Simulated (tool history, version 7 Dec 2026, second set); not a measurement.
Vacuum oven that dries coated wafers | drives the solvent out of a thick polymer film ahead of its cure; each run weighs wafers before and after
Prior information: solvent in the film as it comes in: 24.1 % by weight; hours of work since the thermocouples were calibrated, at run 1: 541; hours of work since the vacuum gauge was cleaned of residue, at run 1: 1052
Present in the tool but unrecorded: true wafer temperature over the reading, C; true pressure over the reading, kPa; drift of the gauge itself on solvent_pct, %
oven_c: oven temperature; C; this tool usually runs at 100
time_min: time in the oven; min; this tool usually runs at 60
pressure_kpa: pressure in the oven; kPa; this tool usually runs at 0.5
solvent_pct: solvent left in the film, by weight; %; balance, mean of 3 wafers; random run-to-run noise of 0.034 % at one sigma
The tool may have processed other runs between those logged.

| run | hour | oven_c | time_min | pressure_kpa | hours of work since the thermocouples were calibrated | hours of work since the vacuum gauge was cleaned of residue | solvent_pct |
|---|---|---|---|---|---|---|---|
| 1 | 0 | 100 | 60 | 0.5 | 541 | 1052 | 1.08 |
| 2 | 75.8 | 100 | 60 | 0.5 | 574 | 1084 | 1.13 |
|  | 98.6 | vacuum gauge cleaned of residue and calibrated |
| 3 | 148.6 | 100 | 60 | 0.5 | 604 | 21 | 1.01 |
| 4 | 230.3 | 100 | 60 | 0.293 | 639 | 56 | 0.94 |
| 5 | 300.2 | 100 | 84 | 0.5 | 669 | 86 | 0.41 |
| 6 | 386.9 | 100 | 48 | 0.5 | 706 | 123 | 1.77 |
| 7 | 447.4 | 100 | 48 | 0.5 | 732 | 149 | 1.83 |
| 8 | 499.5 | 100 | 48 | 0.5 | 754 | 171 | 1.76 |
| 9 | 546.5 | 100 | 48 | 0.5 | 774 | 191 | 1.79 |
| 10 | 610.2 | 100 | 48 | 0.5 | 801 | 219 | 1.87 |
| 11 | 701.6 | 100 | 60 | 0.5 | 840 | 258 | 1.04 |
| 12 | 740.7 | 100 | 60 | 0.5 | 857 | 275 | 1.06 |
| 13 | 833.6 | 100 | 60 | 0.5 | 897 | 314 | 1.14 |
| 14 | 929.1 | 100 | 60 | 0.5 | 938 | 355 | 1.13 |
| 15 | 979 | 100 | 60 | 0.5 | 959 | 376 | 1.17 |
| 16 | 1022.1 | 100 | 55 | 0.5 | 977 | 395 | 1.42 |
| 17 | 1074 | 100 | 55 | 0.5 | 1000 | 417 | 1.39 |
| 18 | 1162.4 | 100 | 55 | 0.5 | 1037 | 455 | 1.45 |
| 19 | 1244.2 | 100 | 55 | 0.5 | 1072 | 490 | 1.49 |
| 20 | 1283 | 100 | 55 | 0.5 | 1089 | 506 | 1.48 |
| 21 | 1324.2 | 100 | 60 | 0.5 | 1107 | 524 | 1.28 |
| 22 | 1406.5 | 100 | 60 | 0.5 | 1142 | 559 | 1.27 |
| 23 | 1474.2 | 100 | 60 | 1.635 | 1171 | 588 | 1.66 |
| 24 | 1524.8 | 100 | 60 | 1.635 | 1192 | 610 | 1.62 |
| 25 | 1592.3 | 102 | 60 | 1.635 | 1221 | 639 | 1.28 |
| 26 | 1671.7 | 102 | 60 | 1.635 | 1255 | 672 | 1.29 |
| 27 | 1725.7 | 102 | 60 | 1.635 | 1278 | 696 | 1.27 |
| 28 | 1818.8 | 102 | 60 | 1.635 | 1318 | 735 | 1.33 |
| 29 | 1887.4 | 115 | 62 | 0.943 | 1347 | 765 | 0.24 |
| 30 | 1946.8 | 100 | 32 | 0.5 | 1373 | 790 | 4.43 |
| 31 | 2029 | 94 | 31 | 0.28 | 1408 | 825 | 7.56 |
| 32 | 2110.1 | 100 | 45 | 0.5 | 1442 | 860 | 2.56 |
| 33 | 2150.8 | 100 | 45 | 0.5 | 1460 | 877 | 2.59 |
| 34 | 2189.6 | 111 | 60 | 0.5 | 1476 | 894 | 0.24 |
| 35 | 2240.6 | 111 | 60 | 0.5 | 1498 | 916 | 0.27 |
| 36 | 2297.4 | 111 | 60 | 0.5 | 1523 | 940 | 0.34 |
| 37 | 2374 | 108 | 60 | 1.499 | 1555 | 973 | 0.73 |
| 38 | 2422.7 | 108 | 60 | 1.499 | 1576 | 993 | 0.63 |
|  | 2463.3 | oven's thermocouples calibrated |
| 39 | 2489.6 | 109 | 36 | 0.5 | 11 | 1021 | 0.78 |
| 40 | 2573.2 | 109 | 36 | 0.5 | 47 | 1057 | 0.72 |
|  | 2657.8 | vacuum gauge cleaned of residue and calibrated |
| 41 | 2658 | 94 | 42 | 0.602 | 83 | 0 | 4.24 |
| 42 | 2734.8 | 97 | 49 | 0.489 | 115 | 33 | 2.18 |
| 43 | 2786.6 | 93 | 60 | 0.322 | 138 | 55 | 2.52 |
| 44 | 2877 | 97 | 89 | 0.331 | 176 | 94 | 0.44 |
| 45 | 2960.7 | 97 | 89 | 0.331 | 212 | 129 | 0.53 |
| 46 | 3056.5 | 95 | 56 | 0.676 | 253 | 170 | 2.47 |
| 47 | 3145.7 | 95 | 56 | 0.676 | 291 | 209 | 2.49 |
| 48 | 3218.3 | 100 | 62 | 1.634 | 322 | 240 | 1.17 |

Per-run results on a tool with no hidden state, each run keeping its own random variation:
| run | solvent_pct |
|---|---|
| 1 | 0.8 |
| 2 | 0.83 |
| 3 | 0.85 |
| 4 | 0.76 |
| 5 | 0.33 |
| 6 | 1.47 |
| 7 | 1.52 |
| 8 | 1.43 |
| 9 | 1.45 |
| 10 | 1.51 |
| 11 | 0.78 |
| 12 | 0.78 |
| 13 | 0.84 |
| 14 | 0.82 |
| 15 | 0.85 |
| 16 | 1.04 |
| 17 | 0.99 |
| 18 | 1.03 |
| 19 | 1.05 |
| 20 | 1.04 |
| 21 | 0.88 |
| 22 | 0.85 |
| 23 | 1.21 |
| 24 | 1.16 |
| 25 | 0.91 |
| 26 | 0.91 |
| 27 | 0.87 |
| 28 | 0.92 |
| 29 | 0.15 |
| 30 | 3.39 |
| 31 | 6.28 |
| 32 | 1.73 |
| 33 | 1.74 |
| 34 | 0.11 |
| 35 | 0.13 |
| 36 | 0.2 |
| 37 | 0.49 |
| 38 | 0.39 |
| 39 | 0.69 |
| 40 | 0.62 |
| 41 | 4.25 |
| 42 | 2.16 |
| 43 | 2.49 |
| 44 | 0.41 |
| 45 | 0.49 |
| 46 | 2.35 |
| 47 | 2.35 |
| 48 | 1.07 |

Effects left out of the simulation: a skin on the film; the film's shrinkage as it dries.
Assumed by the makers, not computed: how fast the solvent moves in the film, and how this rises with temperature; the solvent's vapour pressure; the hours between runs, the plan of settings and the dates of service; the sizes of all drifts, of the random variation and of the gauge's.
